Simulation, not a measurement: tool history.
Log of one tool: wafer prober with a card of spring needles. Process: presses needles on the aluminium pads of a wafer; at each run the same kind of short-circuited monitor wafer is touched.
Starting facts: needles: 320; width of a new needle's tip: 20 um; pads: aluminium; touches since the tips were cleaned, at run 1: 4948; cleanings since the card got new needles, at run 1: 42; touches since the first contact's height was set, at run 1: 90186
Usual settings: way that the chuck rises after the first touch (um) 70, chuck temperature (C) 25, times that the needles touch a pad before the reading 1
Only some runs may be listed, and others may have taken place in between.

| run | day | way that the chuck rises after the first touch (um) | chuck temperature (C) | times that the needles touch a pad before the reading | touches since the tips were cleaned | cleanings since the card got new needles | touches since the first contact's height was set | resistance of one needle with its contact and lead (mohm) | way that a needle slides on the pad (um) |
|---|---|---|---|---|---|---|---|---|---|
| 1 | 0.000 | 70 | 25 | 1 | 4948 | 42 | 90186 | 262 | 17.33 |
|  | 0.100 | tips cleaned on abrasive film |
| 2 | 0.642 | 70 | 25 | 1 | 5122 | 43 | 96213 | 269 | 17.29 |
|  | 0.808 | tips cleaned on abrasive film |
|  | 1.429 | tips cleaned on abrasive film |
| 3 | 1.583 | 70 | 25 | 1 | 1442 | 45 | 105020 | 262 | 17.25 |
|  | 2.075 | tips cleaned on abrasive film |
| 4 | 2.562 | 70 | 25 | 1 | 4586 | 46 | 114243 | 263 | 17.27 |
|  | 2.721 | tips cleaned on abrasive film |
|  | 3.371 | tips cleaned on abrasive film |
| 5 | 3.500 | 65 | 25 | 1 | 1209 | 48 | 123010 | 262 | 15.98 |
|  | 4.046 | tips cleaned on abrasive film |
| 6 | 4.567 | 65 | 25 | 1 | 4913 | 49 | 133064 | 265 | 15.99 |
|  | 4.688 | tips cleaned on abrasive film |
|  | 5.362 | tips cleaned on abrasive film |
| 7 | 5.671 | 70 | 25 | 1 | 2925 | 51 | 143433 | 260 | 17.19 |
|  | 5.992 | tips cleaned on abrasive film |
| 8 | 6.421 | 70 | 25 | 1 | 4052 | 52 | 150465 | 262 | 17.15 |
|  | 6.692 | tips cleaned on abrasive film |
| 9 | 6.992 | 70 | 25 | 1 | 2816 | 53 | 155813 | 266 | 17.13 |
|  | 7.375 | tips cleaned on abrasive film |
| 10 | 7.979 | 70 | 25 | 1 | 5695 | 54 | 165116 | 267 | 17.19 |
|  | 8.071 | tips cleaned on abrasive film |
|  | 8.742 | tips cleaned on abrasive film |
| 11 | 8.958 | 70 | 25 | 1 | 2036 | 56 | 174310 | 262 | 17.10 |
|  | 9.438 | tips cleaned on abrasive film |
|  | 9.529 | height of the first contact set anew |
| 12 | 9.546 | 70 | 25 | 1 | 873 | 57 | 130 | 263 | 17.12 |
|  | 10.100 | tips cleaned on abrasive film |
| 13 | 10.321 | 70 | 25 | 1 | 2095 | 58 | 7449 | 267 | 17.10 |
|  | 10.779 | tips cleaned on abrasive film |
| 14 | 11.008 | 57 | 25 | 1 | 2142 | 59 | 13880 | 266 | 13.93 |
|  | 11.467 | tips cleaned on abrasive film |
| 15 | 12.038 | 57 | 25 | 3 | 5401 | 60 | 23592 | 268 | 13.90 |
|  | 12.096 | tips cleaned on abrasive film |
| 16 | 12.625 | 70 | 32 | 1 | 4996 | 61 | 29096 | 261 | 16.99 |
|  | 12.721 | tips cleaned on abrasive film |
|  | 13.392 | tips cleaned on abrasive film |
| 17 | 13.704 | 70 | 32 | 1 | 2935 | 63 | 39211 | 266 | 16.99 |
|  | 14.042 | tips cleaned on abrasive film |
|  | 14.246 | gauge calibrated |
| 18 | 14.404 | 83 | 100 | 1 | 3455 | 64 | 45805 | 284 | 20.49 |
|  | 14.696 | tips cleaned on abrasive film |
|  | 15.367 | tips cleaned on abrasive film |
| 19 | 15.388 | 71 | 100 | 1 | 213 | 66 | 55007 | 287 | 17.57 |
|  | 16.004 | tips cleaned on abrasive film |
| 20 | 16.004 | 68 | 94 | 1 | 0 | 67 | 60813 | 283 | 16.77 |
| 21 | 16.538 | 55 | 74 | 2 | 5035 | 67 | 65848 | 283 | 13.58 |
|  | 16.675 | tips cleaned on abrasive film |
|  | 17.317 | tips cleaned on abrasive film |
| 22 | 17.600 | 84 | 51 | 2 | 2683 | 69 | 75794 | 267 | 20.65 |
|  | 18.029 | tips cleaned on abrasive film |
|  | 18.696 | tips cleaned on abrasive film |
| 23 | 18.696 | 61 | 47 | 2 | 0 | 71 | 86077 | 267 | 15.05 |
| 24 | 19.196 | 72 | 69 | 2 | 4718 | 71 | 90795 | 275 | 17.73 |
|  | 19.321 | tips cleaned on abrasive film |
|  | 19.933 | tips cleaned on abrasive film |
| 25 | 20.096 | 72 | 69 | 2 | 1507 | 73 | 99215 | 276 | 17.67 |
|  | 20.554 | tips cleaned on abrasive film |
| 26 | 20.621 | 79 | 25 | 1 | 598 | 74 | 104136 | 264 | 19.33 |
|  | 21.212 | tips cleaned on abrasive film |
| 27 | 21.617 | 50 | 25 | 3 | 3793 | 75 | 113505 | 267 | 12.23 |
|  | 21.888 | tips cleaned on abrasive film |
| 28 | 22.304 | 70 | 101 | 2 | 3927 | 76 | 119973 | 285 | 17.15 |
|  | 22.600 | tips cleaned on abrasive film |
| 29 | 23.192 | 70 | 65 | 1 | 5607 | 77 | 128332 | 279 | 17.10 |
|  | 23.283 | tips cleaned on abrasive film |
| 30 | 23.750 | 70 | 65 | 1 | 4396 | 78 | 133562 | 272 | 17.12 |
|  | 23.904 | tips cleaned on abrasive film |
|  | 24.525 | tips cleaned on abrasive film |
| 31 | 24.575 | 61 | 29 | 3 | 504 | 80 | 141301 | 263 | 14.89 |
|  | 25.212 | tips cleaned on abrasive film |
| 32 | 25.488 | 72 | 29 | 3 | 2610 | 81 | 149870 | 263 | 17.54 |
|  | 25.858 | tips cleaned on abrasive film |
| 33 | 26.346 | 72 | 29 | 3 | 4626 | 82 | 157945 | 263 | 17.58 |

Here are 3 independent what-if runs from the current tool condition. What would each one return?
|  | 26.475 | tips cleaned on abrasive film |
|  | 27.129 | tips cleaned on abrasive film |
| A | 27.446 | 61 | 82 | 1 | 2997 | 84 | 168268 | ? | ? |
|  | 26.475 | tips cleaned on abrasive film |
|  | 27.129 | tips cleaned on abrasive film |
| B | 27.446 | 70 | 28 | 3 | 2997 | 84 | 168268 | ? | ? |
|  | 26.475 | tips cleaned on abrasive film |
|  | 27.129 | tips cleaned on abrasive film |
| C | 27.446 | 65 | 71 | 2 | 2997 | 84 | 168268 | ? | ? |

| run | resistance of one needle with its contact and lead (mohm) | way that a needle slides on the pad (um) |
|---|---|---|
| A | 287 | 14.84 |
| B | 263 | 17.02 |
| C | 279 | 15.85 |
Without the tool's unlogged condition, the same runs would have read:
| run | resistance of one needle with its contact and lead (mohm) | way that a needle slides on the pad (um) |
|---|---|---|
| A | 286 | 15.08 |
| B | 263 | 17.29 |
| C | 279 | 16.11 |
